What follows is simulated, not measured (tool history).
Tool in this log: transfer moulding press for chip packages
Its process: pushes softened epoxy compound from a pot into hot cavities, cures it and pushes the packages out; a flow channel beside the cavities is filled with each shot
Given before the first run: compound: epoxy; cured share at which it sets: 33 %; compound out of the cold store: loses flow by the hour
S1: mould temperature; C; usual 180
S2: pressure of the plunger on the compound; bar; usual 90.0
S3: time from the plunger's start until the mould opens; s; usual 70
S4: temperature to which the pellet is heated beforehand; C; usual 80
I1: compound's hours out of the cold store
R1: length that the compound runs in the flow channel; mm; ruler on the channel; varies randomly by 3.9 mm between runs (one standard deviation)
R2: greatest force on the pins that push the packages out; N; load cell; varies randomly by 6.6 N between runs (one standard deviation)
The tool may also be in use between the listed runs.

run,hour,S1,S2,S3,S4,I1,R1,R2
1,0.0,180,90.0,70,80,46.9,626,289
2,10.1,180,90.0,70,80,39.1,636,328
3,15.3,180,90.0,70,80,47.2,618,330
4,23.9,180,90.0,70,88,38.8,642,373
5,34.5,183,90.0,70,80,20.8,685,363
6,43.3,183,90.0,70,80,8.8,732,382
7,49.1,183,90.0,70,80,18.0,701,389
8,55.1,183,90.0,70,80,13.9,708,391
# hour 60.5: cavities cleaned with cleaning compound and waxed
9,64.3,183,90.0,70,80,27.6,662,489
10,72.5,185,90.0,70,80,46.6,603,431
11,78.3,185,90.0,70,80,8.3,723,435
12,88.2,180,90.0,70,71,42.1,620,532
13,99.1,180,90.0,70,71,14.0,704,560
14,105.4,180,90.0,70,71,42.7,623,504
15,113.8,184,78.8,60,79,30.8,605,539
16,120.6,184,78.8,60,79,31.0,608,522
# hour 123.0: cavities cleaned with cleaning compound and waxed
# hour 129.6: cavities cleaned with cleaning compound and waxed, once more
17,132.7,184,86.7,58,83,46.6,587,314
18,138.0,184,86.7,58,83,40.3,609,330
19,145.2,180,89.0,83,80,26.3,663,295
20,152.4,180,81.4,59,78,24.8,634,529
21,159.8,180,90.0,60,72,40.9,615,522
22,164.6,182,96.8,88,80,26.5,682,313
23,173.8,182,96.8,88,80,39.8,633,342
24,182.5,182,96.8,82,80,29.9,662,349
25,189.6,177,96.8,105,80,17.9,708,350
# hour 192.1: cavities cleaned with cleaning compound and waxed
26,197.7,180,106.2,70,75,37.1,677,308
27,203.7,187,84.4,70,75,34.9,600,264
28,214.6,187,84.4,70,75,34.5,591,299

Each row is a separate what-if for the run after 28, all from the same tool condition, not one after another. Results?
A,225.4,187,84.4,95,87,42.7,?,?
B,225.4,178,90.0,52,80,39.8,?,?
C,225.4,175,84.4,70,71,14.9,?,?

run,R1,R2
A,573,313
B,609,838
C,670,590
With the hidden condition removed and each run's random variation left untouched, the same runs would have given:
run,R1,R2
A,619,213
B,658,543
C,724,382

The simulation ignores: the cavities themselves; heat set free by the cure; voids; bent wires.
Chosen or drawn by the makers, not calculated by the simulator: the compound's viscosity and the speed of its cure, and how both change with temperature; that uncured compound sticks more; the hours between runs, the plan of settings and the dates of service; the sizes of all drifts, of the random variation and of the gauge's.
